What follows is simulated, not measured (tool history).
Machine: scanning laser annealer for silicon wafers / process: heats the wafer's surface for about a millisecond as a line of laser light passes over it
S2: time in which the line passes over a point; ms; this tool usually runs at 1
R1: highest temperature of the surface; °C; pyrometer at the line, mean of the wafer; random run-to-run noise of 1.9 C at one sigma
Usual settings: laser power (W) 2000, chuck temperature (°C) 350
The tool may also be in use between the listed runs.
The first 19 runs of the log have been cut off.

run 20 day=5.279 | laser_power_(W)=2000 S2=1 chuck_temperature_(°C)=350 | R1=1125
run 21 day=5.462 | laser_power_(W)=2004 S2=0.94 chuck_temperature_(°C)=350 | R1=1100
-- day=5.6 window over the wafer cleaned, once more
run 22 day=5.75 | laser_power_(W)=1832 S2=0.94 chuck_temperature_(°C)=345 | R1=1044
run 23 day=6.008 | laser_power_(W)=1980 S2=0.86 chuck_temperature_(°C)=338 | R1=1065
run 24 day=6.271 | laser_power_(W)=1733 S2=1.23 chuck_temperature_(°C)=350 | R1=1102
run 25 day=6.521 | laser_power_(W)=2000 S2=1.25 chuck_temperature_(°C)=325 | R1=1229
run 26 day=6.762 | laser_power_(W)=2000 S2=1.25 chuck_temperature_(°C)=325 | R1=1228
run 27 day=7.079 | laser_power_(W)=2000 S2=1.25 chuck_temperature_(°C)=325 | R1=1229
run 28 day=7.312 | laser_power_(W)=2000 S2=1.06 chuck_temperature_(°C)=325 | R1=1150
run 29 day=7.546 | laser_power_(W)=1895 S2=1.06 chuck_temperature_(°C)=325 | R1=1098
run 30 day=7.912 | laser_power_(W)=1895 S2=1.06 chuck_temperature_(°C)=325 | R1=1099
run 31 day=8.25 | laser_power_(W)=1875 S2=0.94 chuck_temperature_(°C)=325 | R1=1038
run 32 day=8.458 | laser_power_(W)=1875 S2=0.94 chuck_temperature_(°C)=325 | R1=1039
run 33 day=8.754 | laser_power_(W)=1875 S2=1.09 chuck_temperature_(°C)=325 | R1=1101
run 34 day=9.021 | laser_power_(W)=2000 S2=1 chuck_temperature_(°C)=382 | R1=1176
run 35 day=9.192 | laser_power_(W)=2129 S2=0.78 chuck_temperature_(°C)=348 | R1=1099
run 36 day=9.425 | laser_power_(W)=1996 S2=0.95 chuck_temperature_(°C)=337 | R1=1111
run 37 day=9.717 | laser_power_(W)=2000 S2=0.72 chuck_temperature_(°C)=348 | R1=1012
run 38 day=10.075 | laser_power_(W)=1868 S2=1.04 chuck_temperature_(°C)=361 | R1=1109
run 39 day=10.3 | laser_power_(W)=2000 S2=0.91 chuck_temperature_(°C)=350 | R1=1105
run 40 day=10.488 | laser_power_(W)=1743 S2=0.98 chuck_temperature_(°C)=311 | R1=978

Branching from run 40: 3 alternative next runs. What would each branch give?
run A day=10.796 | laser_power_(W)=2009 S2=0.94 chuck_temperature_(°C)=358 | R1=?
run B day=10.796 | laser_power_(W)=1914 S2=0.98 chuck_temperature_(°C)=311 | R1=?
run C day=10.796 | laser_power_(W)=1952 S2=0.99 chuck_temperature_(°C)=350 | R1=?

run=A R1=1131
run=B R1=1057
run=C R1=1120
With the hidden condition removed and each run's random variation left untouched, the same runs would have given:
run=A R1=1151
run=B R1=1077
run=C R1=1140

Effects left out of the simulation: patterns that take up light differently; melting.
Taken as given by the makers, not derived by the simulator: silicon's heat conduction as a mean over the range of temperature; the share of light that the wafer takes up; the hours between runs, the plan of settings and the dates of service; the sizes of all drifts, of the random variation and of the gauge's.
